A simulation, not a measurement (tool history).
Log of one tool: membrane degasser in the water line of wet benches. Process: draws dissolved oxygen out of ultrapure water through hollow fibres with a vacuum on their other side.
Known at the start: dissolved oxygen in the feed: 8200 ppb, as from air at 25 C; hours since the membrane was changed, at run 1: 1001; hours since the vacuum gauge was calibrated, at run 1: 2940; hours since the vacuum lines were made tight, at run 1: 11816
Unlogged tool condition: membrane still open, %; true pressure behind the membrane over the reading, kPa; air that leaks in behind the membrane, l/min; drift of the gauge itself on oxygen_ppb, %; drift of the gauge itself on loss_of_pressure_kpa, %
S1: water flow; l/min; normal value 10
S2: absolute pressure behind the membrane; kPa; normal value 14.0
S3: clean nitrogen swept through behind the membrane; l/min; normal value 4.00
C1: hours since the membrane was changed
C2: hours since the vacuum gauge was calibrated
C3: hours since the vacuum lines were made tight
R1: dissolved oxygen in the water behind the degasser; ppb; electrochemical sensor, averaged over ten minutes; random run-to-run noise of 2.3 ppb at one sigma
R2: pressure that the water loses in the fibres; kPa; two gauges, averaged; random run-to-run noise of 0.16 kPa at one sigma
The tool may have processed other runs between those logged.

| run | hour | S1 | S2 | S3 | C1 | C2 | C3 | R1 | R2 |
|---|---|---|---|---|---|---|---|---|---|
| 1 | 0.0 | 10 | 14.0 | 4.00 | 1001 | 2940 | 11816 | 230.5 | 50.18 |
| 2 | 39.5 | 10 | 14.0 | 4.00 | 1041 | 2980 | 11855 | 227.9 | 49.85 |
| 3 | 87.5 | 10 | 11.4 | 4.00 | 1089 | 3028 | 11903 | 208.5 | 49.79 |
|  | 115.2 | seals of the vacuum lines changed |
| 4 | 129.1 | 10 | 11.4 | 4.00 | 1128 | 3067 | 14 | 212.0 | 50.23 |
| 5 | 184.8 | 10 | 14.0 | 1.64 | 1184 | 3123 | 70 | 310.2 | 50.19 |
| 6 | 233.3 | 10 | 14.0 | 4.00 | 1233 | 3172 | 118 | 228.4 | 50.03 |
| 7 | 280.9 | 10 | 14.0 | 4.00 | 1280 | 3219 | 166 | 221.7 | 49.84 |
| 8 | 318.0 | 10 | 14.0 | 4.00 | 1317 | 3256 | 203 | 226.9 | 50.07 |
| 9 | 354.7 | 10 | 14.0 | 4.00 | 1354 | 3293 | 240 | 226.2 | 50.09 |
| 10 | 384.2 | 10 | 14.0 | 4.00 | 1383 | 3323 | 269 | 227.1 | 50.22 |
| 11 | 426.1 | 10 | 14.0 | 4.00 | 1425 | 3365 | 311 | 226.8 | 50.14 |
| 12 | 455.3 | 10 | 14.0 | 4.00 | 1455 | 3394 | 340 | 228.6 | 50.09 |
| 13 | 488.3 | 10 | 14.0 | 4.00 | 1488 | 3427 | 373 | 229.6 | 50.19 |
| 14 | 536.2 | 10 | 14.0 | 4.00 | 1535 | 3475 | 421 | 225.6 | 49.95 |
| 15 | 561.1 | 10 | 14.0 | 4.00 | 1560 | 3500 | 446 | 226.6 | 50.05 |
| 16 | 600.1 | 10 | 14.0 | 4.00 | 1599 | 3538 | 485 | 228.8 | 50.00 |
| 17 | 647.6 | 10 | 14.0 | 4.00 | 1647 | 3586 | 532 | 227.2 | 50.11 |
| 18 | 702.6 | 10 | 11.5 | 2.64 | 1702 | 3641 | 587 | 231.6 | 50.31 |
| 19 | 742.7 | 10 | 11.5 | 2.64 | 1742 | 3681 | 628 | 236.3 | 50.06 |
| 20 | 778.9 | 10 | 11.5 | 2.64 | 1778 | 3717 | 664 | 240.8 | 49.99 |
| 21 | 829.9 | 10 | 11.5 | 2.64 | 1829 | 3768 | 715 | 238.8 | 50.34 |
| 22 | 883.8 | 12 | 29.2 | 2.75 | 1883 | 3822 | 769 | 468.2 | 60.19 |
| 23 | 936.6 | 10 | 17.2 | 1.77 | 1936 | 3875 | 821 | 353.6 | 50.09 |
| 24 | 977.7 | 10 | 13.1 | 11.71 | 1977 | 3916 | 863 | 186.6 | 50.25 |
| 25 | 1029.6 | 6 | 21.2 | 1.88 | 2029 | 3968 | 914 | 196.4 | 29.91 |
| 26 | 1064.3 | 11 | 8.8 | 4.81 | 2064 | 4003 | 949 | 225.1 | 55.29 |
| 27 | 1108.2 | 11 | 8.8 | 4.81 | 2107 | 4047 | 993 | 224.2 | 55.30 |
| 28 | 1163.5 | 11 | 8.8 | 4.81 | 2163 | 4102 | 1048 | 224.9 | 55.04 |
| 29 | 1214.5 | 16 | 8.8 | 1.86 | 2214 | 4153 | 1099 | 449.6 | 80.21 |
| 30 | 1237.2 | 10 | 10.0 | 1.86 | 2237 | 4176 | 1122 | 251.5 | 50.20 |
| 31 | 1287.8 | 10 | 15.3 | 2.52 | 2287 | 4226 | 1173 | 277.5 | 50.33 |
| 32 | 1328.5 | 10 | 10.6 | 2.52 | 2328 | 4267 | 1213 | 235.3 | 50.33 |

Below, some changes in R1 between adjacent runs. For each, the amount present without the hidden state too (settings, incoming material, random variation) and the amount remaining for the hidden state with gauge scatter not shared by both compared results:
Run 3 -> 4: seals of the vacuum lines changed. R1 +3.5 ppb: hidden state -2.7, all else +6.2.
Run 21 -> 22: S1 10 -> 12, S2 11.5 -> 29.2, S3 2.64 -> 2.75. R1 +229.4 ppb: hidden state +1.4, all else +228.0.
Run 28 -> 29: S1 11 -> 16, S3 4.81 -> 1.86. R1 +224.7 ppb: hidden state +4.0, all else +220.7.
Run 29 -> 30: S1 16 -> 10, S2 8.8 -> 10.0. R1 -198.1 ppb: hidden state -3.3, all else -194.8.
